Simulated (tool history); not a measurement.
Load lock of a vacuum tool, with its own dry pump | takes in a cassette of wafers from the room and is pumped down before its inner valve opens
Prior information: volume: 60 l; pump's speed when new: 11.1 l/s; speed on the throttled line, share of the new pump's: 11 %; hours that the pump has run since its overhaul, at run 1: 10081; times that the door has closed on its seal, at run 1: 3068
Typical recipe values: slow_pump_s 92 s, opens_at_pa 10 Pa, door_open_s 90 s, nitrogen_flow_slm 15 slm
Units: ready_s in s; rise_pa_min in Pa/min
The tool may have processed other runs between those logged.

run,hour,slow_pump_s,opens_at_pa,door_open_s,nitrogen_flow_slm,hours that the pump has run since its overhaul,times that the door has closed on its seal,"incoming humidity of the room's air, %",ready_s,rise_pa_min
1,0.0,92,10,90,15,10081,3068,41.0,133.3,0.027
2,83.0,92,10,56,15,10164,3155,44.8,133.9,0.022
3,141.8,92,10,56,15,10223,3216,47.5,134.3,0.032
4,229.4,92,10,90,15,10310,3308,45.3,134.4,0.035
5,307.6,92,10,90,15,10389,3390,42.1,133.7,0.030
6,361.2,92,10,90,15,10442,3446,43.8,134.2,0.029
7,400.3,92,17,90,15,10481,3487,40.8,131.0,0.033
8,455.0,92,17,90,15,10536,3544,44.2,130.5,0.034
9,498.3,92,17,90,15,10579,3590,44.7,130.8,0.032
10,539.9,92,15,90,15,10621,3633,42.5,132.1,0.030
11,582.2,92,15,90,15,10663,3677,47.6,132.5,0.031
12,652.9,92,10,90,15,10734,3751,46.7,133.8,0.031
13,699.2,92,10,90,15,10780,3800,43.7,133.6,0.035
14,790.7,92,10,90,15,10872,3896,45.2,135.9,0.029
15,865.3,92,10,90,15,10946,3974,48.5,135.1,0.034
16,932.7,92,10,40,15,11014,4044,46.4,134.3,0.027
17,1015.1,92,10,40,15,11096,4131,44.7,133.9,0.032
18,1076.7,92,10,90,6,11158,4195,45.5,134.2,0.042
19,1130.8,92,10,194,15,11212,4252,44.3,134.1,0.045
20,1179.6,92,10,194,15,11261,4303,43.0,134.2,0.044
21,1244.8,112,9,43,27,11326,4371,43.0,152.9,0.024
22,1296.4,92,7,37,15,11377,4425,43.0,136.1,0.023
23,1348.6,92,7,37,15,11430,4480,46.7,136.5,0.029
24,1428.5,92,7,37,15,11509,4563,47.7,136.6,0.031
25,1473.2,96,13,172,11,11554,4610,44.8,136.2,0.048
26,1511.7,92,17,90,14,11593,4651,45.5,131.3,0.040
27,1575.1,53,17,181,14,11656,4717,46.3,98.4,0.047
28,1652.8,53,17,181,5,11734,4798,47.5,98.1,0.063
29,1702.3,161,10,64,26,11783,4850,41.9,195.5,0.027
30,1750.3,182,10,158,15,11831,4900,44.4,213.0,0.048
31,1824.3,182,10,158,15,11905,4978,45.2,214.4,0.044
32,1878.4,92,10,222,10,11959,5035,45.1,134.1,0.053
33,1960.9,139,17,35,5,12042,5121,45.9,172.5,0.040
34,2044.6,92,8,28,33,12126,5209,40.4,136.8,0.026
35,2114.0,92,8,28,33,12195,5281,41.8,136.1,0.022
36,2174.7,92,8,28,33,12256,5345,49.9,136.3,0.028
37,2233.5,92,8,28,33,12315,5406,44.9,137.4,0.026
38,2297.8,87,12,73,6,12379,5474,43.6,129.6,0.040

Predict each of these 3 candidate next runs independently; none follows another, all start after run 38:
A,2369.2,146,17,90,17,12450,5548,46.0,?,?
B,2369.2,92,14,111,8,12450,5548,41.4,?,?
C,2369.2,92,10,178,15,12450,5548,42.0,?,?

run,ready_s,rise_pa_min
A,179.0,0.035
B,132.9,0.045
C,134.2,0.046
Stripped of hidden state, with their random variation kept, the same runs would have yielded:
run,ready_s,rise_pa_min
A,176.6,0.017
B,129.8,0.028
C,131.0,0.028
